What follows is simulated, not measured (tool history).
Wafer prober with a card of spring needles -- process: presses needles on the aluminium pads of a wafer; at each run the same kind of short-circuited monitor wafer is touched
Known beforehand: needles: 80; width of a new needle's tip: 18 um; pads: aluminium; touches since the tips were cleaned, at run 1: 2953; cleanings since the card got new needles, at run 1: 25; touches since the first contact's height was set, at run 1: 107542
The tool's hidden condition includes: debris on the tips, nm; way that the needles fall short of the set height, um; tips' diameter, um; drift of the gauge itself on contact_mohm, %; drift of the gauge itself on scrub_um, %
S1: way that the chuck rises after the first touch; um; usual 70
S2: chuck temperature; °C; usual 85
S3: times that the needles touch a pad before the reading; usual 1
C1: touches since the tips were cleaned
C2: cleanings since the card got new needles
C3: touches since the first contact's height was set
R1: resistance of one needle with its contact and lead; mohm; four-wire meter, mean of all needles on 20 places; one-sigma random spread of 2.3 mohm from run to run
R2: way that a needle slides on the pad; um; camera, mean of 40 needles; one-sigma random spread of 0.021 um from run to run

{"run": 1, "hour": 0.0, "S1": 70, "S2": 85, "S3": 1, "C1": 2953, "C2": 25, "C3": 107542, "R1": 345, "R2": 17.53}
{"hour": 1.5, "done": "tips cleaned on abrasive film"}
{"hour": 8.5, "done": "tips cleaned on abrasive film"}
{"run": 2, "hour": 10.5, "S1": 70, "S2": 85, "S3": 1, "C1": 1127, "C2": 27, "C3": 113447, "R1": 309, "R2": 17.5}
{"hour": 16.1, "done": "tips cleaned on abrasive film"}
{"run": 3, "hour": 19.1, "S1": 70, "S2": 85, "S3": 1, "C1": 1710, "C2": 28, "C3": 118297, "R1": 323, "R2": 17.51}
{"hour": 22.8, "done": "tips cleaned on abrasive film"}
{"run": 4, "hour": 28.1, "S1": 70, "S2": 85, "S3": 1, "C1": 3004, "C2": 29, "C3": 123408, "R1": 350, "R2": 17.54}
{"hour": 29.5, "done": "tips cleaned on abrasive film"}
{"hour": 36.5, "done": "tips cleaned on abrasive film"}
{"run": 5, "hour": 39.0, "S1": 70, "S2": 85, "S3": 1, "C1": 1448, "C2": 31, "C3": 129565, "R1": 311, "R2": 17.48}
{"hour": 43.7, "done": "tips cleaned on abrasive film"}
{"run": 6, "hour": 45.9, "S1": 82, "S2": 85, "S3": 1, "C1": 1241, "C2": 32, "C3": 133438, "R1": 299, "R2": 20.53}
{"hour": 50.9, "done": "tips cleaned on abrasive film"}
{"run": 7, "hour": 53.5, "S1": 82, "S2": 85, "S3": 1, "C1": 1479, "C2": 33, "C3": 137741, "R1": 303, "R2": 20.51}
{"hour": 57.8, "done": "tips cleaned on abrasive film"}
{"run": 8, "hour": 63.8, "S1": 70, "S2": 42, "S3": 1, "C1": 3408, "C2": 34, "C3": 143591, "R1": 347, "R2": 17.44}
{"hour": 64.8, "done": "tips cleaned on abrasive film"}
{"hour": 71.9, "done": "tips cleaned on abrasive film"}
{"run": 9, "hour": 73.3, "S1": 77, "S2": 85, "S3": 2, "C1": 781, "C2": 36, "C3": 148926, "R1": 281, "R2": 19.21}
{"hour": 78.6, "done": "tips cleaned on abrasive film"}
{"run": 10, "hour": 82.0, "S1": 77, "S2": 85, "S3": 2, "C1": 1966, "C2": 37, "C3": 153882, "R1": 296, "R2": 19.19}
{"hour": 82.9, "done": "height of the first contact set anew"}
{"hour": 86.2, "done": "tips cleaned on abrasive film"}
{"hour": 93.2, "done": "tips cleaned on abrasive film"}
{"run": 11, "hour": 93.6, "S1": 70, "S2": 111, "S3": 1, "C1": 272, "C2": 39, "C3": 6043, "R1": 294, "R2": 17.21}
{"run": 12, "hour": 99.4, "S1": 70, "S2": 111, "S3": 1, "C1": 3552, "C2": 39, "C3": 9323, "R1": 365, "R2": 17.19}
{"hour": 100.5, "done": "tips cleaned on abrasive film"}
{"run": 13, "hour": 105.2, "S1": 68, "S2": 115, "S3": 1, "C1": 2705, "C2": 40, "C3": 12614, "R1": 363, "R2": 16.7}
{"hour": 107.3, "done": "height of the first contact set anew, once more"}
{"hour": 107.4, "done": "tips cleaned on abrasive film"}
{"hour": 114.4, "done": "tips cleaned on abrasive film"}
{"run": 14, "hour": 114.4, "S1": 68, "S2": 115, "S3": 1, "C1": 0, "C2": 42, "C3": 3992, "R1": 277, "R2": 17.2}
{"hour": 121.2, "done": "tips cleaned on abrasive film"}
{"run": 15, "hour": 126.1, "S1": 56, "S2": 85, "S3": 2, "C1": 2851, "C2": 43, "C3": 10641, "R1": 344, "R2": 14.19}
{"hour": 128.7, "done": "tips cleaned on abrasive film"}
{"run": 16, "hour": 131.3, "S1": 58, "S2": 85, "S3": 1, "C1": 1471, "C2": 44, "C3": 13545, "R1": 349, "R2": 14.7}

A few steps of R1 between consecutive runs. Split each: what settings, incoming material and random variation would produce without the hidden state, and what is left over for the hidden state, along with gauge scatter present in only one of the two compared results (measured, and without hidden state):
Run 13 -> 14: height of the first contact set anew, once more, tips cleaned on abrasive film, tips cleaned on abrasive film. R1 -86 mohm: hidden state -86, all else +0.
